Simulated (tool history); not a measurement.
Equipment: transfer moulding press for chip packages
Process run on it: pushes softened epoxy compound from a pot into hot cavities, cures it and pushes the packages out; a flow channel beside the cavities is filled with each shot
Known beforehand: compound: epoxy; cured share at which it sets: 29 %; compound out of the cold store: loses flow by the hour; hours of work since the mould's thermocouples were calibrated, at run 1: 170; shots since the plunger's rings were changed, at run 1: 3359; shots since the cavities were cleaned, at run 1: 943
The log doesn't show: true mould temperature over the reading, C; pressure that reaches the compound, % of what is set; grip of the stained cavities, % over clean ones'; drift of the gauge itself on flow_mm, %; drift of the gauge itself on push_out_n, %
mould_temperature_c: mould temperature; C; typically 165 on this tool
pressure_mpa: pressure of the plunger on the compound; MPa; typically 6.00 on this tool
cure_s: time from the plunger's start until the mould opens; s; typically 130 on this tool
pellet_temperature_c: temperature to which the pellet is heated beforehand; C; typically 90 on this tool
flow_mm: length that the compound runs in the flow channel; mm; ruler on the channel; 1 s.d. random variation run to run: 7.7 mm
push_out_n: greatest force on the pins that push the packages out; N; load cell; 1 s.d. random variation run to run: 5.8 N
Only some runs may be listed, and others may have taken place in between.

| run | hour | mould_temperature_c | pressure_mpa | cure_s | pellet_temperature_c | hours of work since the mould's thermocouples were calibrated | shots since the plunger's rings were changed | shots since the cavities were cleaned | incoming compound's hours out of the cold store | flow_mm | push_out_n |
|---|---|---|---|---|---|---|---|---|---|---|---|
| 1 | 0.0 | 165 | 6.00 | 130 | 90 | 170 | 3359 | 943 | 42.6 | 843 | 211 |
|  | 9.0 | cavities cleaned with cleaning compound and waxed |
| 2 | 9.4 | 165 | 6.00 | 130 | 90 | 175 | 3422 | 3 | 30.6 | 871 | 213 |
| 3 | 21.5 | 165 | 6.00 | 130 | 90 | 182 | 3519 | 100 | 24.5 | 880 | 205 |
| 4 | 35.6 | 165 | 6.00 | 130 | 90 | 190 | 3632 | 213 | 41.6 | 844 | 194 |
| 5 | 49.6 | 165 | 6.00 | 130 | 90 | 198 | 3744 | 325 | 17.7 | 919 | 206 |
| 6 | 60.2 | 165 | 6.00 | 130 | 87 | 205 | 3828 | 409 | 32.5 | 869 | 204 |
| 7 | 74.8 | 159 | 6.00 | 130 | 90 | 213 | 3945 | 526 | 40.8 | 856 | 310 |
| 8 | 89.8 | 161 | 6.00 | 130 | 90 | 222 | 4065 | 646 | 39.8 | 863 | 265 |
| 9 | 98.0 | 165 | 6.00 | 130 | 90 | 227 | 4131 | 712 | 19.0 | 898 | 220 |
| 10 | 113.9 | 165 | 4.53 | 130 | 90 | 236 | 4257 | 838 | 47.1 | 719 | 211 |
| 11 | 130.9 | 165 | 4.53 | 130 | 82 | 246 | 4393 | 974 | 42.1 | 732 | 212 |
|  | 135.6 | cavities cleaned with cleaning compound and waxed |
| 12 | 146.1 | 166 | 6.00 | 130 | 90 | 254 | 4503 | 84 | 40.9 | 835 | 204 |
| 13 | 161.7 | 166 | 6.00 | 130 | 90 | 263 | 4628 | 209 | 20.7 | 908 | 204 |
| 14 | 175.2 | 165 | 6.00 | 134 | 90 | 271 | 4736 | 317 | 33.1 | 860 | 207 |
| 15 | 186.9 | 165 | 6.00 | 134 | 90 | 277 | 4829 | 410 | 8.8 | 948 | 200 |
| 16 | 198.1 | 165 | 6.00 | 134 | 90 | 284 | 4919 | 500 | 8.3 | 927 | 204 |
| 17 | 217.1 | 165 | 4.94 | 138 | 98 | 295 | 5070 | 651 | 42.6 | 758 | 194 |
| 18 | 231.7 | 165 | 4.96 | 136 | 90 | 304 | 5187 | 768 | 30.6 | 788 | 203 |
| 19 | 242.3 | 165 | 5.50 | 123 | 83 | 310 | 5272 | 853 | 14.8 | 878 | 236 |
| 20 | 256.4 | 165 | 5.50 | 123 | 83 | 318 | 5384 | 965 | 37.2 | 819 | 232 |
|  | 262.5 | cavities cleaned with cleaning compound and waxed |
| 21 | 266.7 | 165 | 6.15 | 123 | 91 | 323 | 5455 | 33 | 24.3 | 905 | 233 |
| 22 | 280.3 | 165 | 6.00 | 134 | 92 | 331 | 5564 | 142 | 39.8 | 849 | 196 |
| 23 | 297.8 | 157 | 6.00 | 130 | 90 | 341 | 5704 | 282 | 46.2 | 845 | 348 |
| 24 | 314.9 | 160 | 6.00 | 130 | 90 | 351 | 5841 | 419 | 18.7 | 929 | 293 |
| 25 | 331.7 | 160 | 6.00 | 147 | 86 | 361 | 5975 | 553 | 17.1 | 919 | 239 |
| 26 | 343.7 | 160 | 6.00 | 147 | 86 | 368 | 6071 | 649 | 35.9 | 861 | 219 |
| 27 | 360.7 | 169 | 6.00 | 130 | 82 | 378 | 6206 | 784 | 8.0 | 914 | 184 |
| 28 | 375.8 | 169 | 6.00 | 130 | 82 | 387 | 6327 | 905 | 25.9 | 855 | 181 |

Each row is a separate what-if for the run after 28, all from the same tool condition, not one after another. Results?
|  | 390.1 | cavities cleaned with cleaning compound and waxed |
| A | 391.4 | 162 | 6.19 | 130 | 90 | 395 | 6439 | 9 | 10.4 | ? | ? |
|  | 390.1 | cavities cleaned with cleaning compound and waxed |
| B | 391.4 | 169 | 5.34 | 130 | 82 | 395 | 6439 | 9 | 30.8 | ? | ? |
|  | 390.1 | cavities cleaned with cleaning compound and waxed |
| C | 391.4 | 164 | 6.00 | 154 | 93 | 395 | 6439 | 9 | 13.5 | ? | ? |
|  | 390.1 | cavities cleaned with cleaning compound and waxed |
| D | 391.4 | 169 | 7.02 | 130 | 82 | 395 | 6439 | 9 | 26.3 | ? | ? |

| run | flow_mm | push_out_n |
|---|---|---|
| A | 939 | 251 |
| B | 801 | 188 |
| C | 913 | 171 |
| D | 944 | 170 |
What these runs would have given with no unlogged condition in the tool:
| run | flow_mm | push_out_n |
|---|---|---|
| A | 941 | 251 |
| B | 802 | 188 |
| C | 915 | 171 |
| D | 946 | 170 |
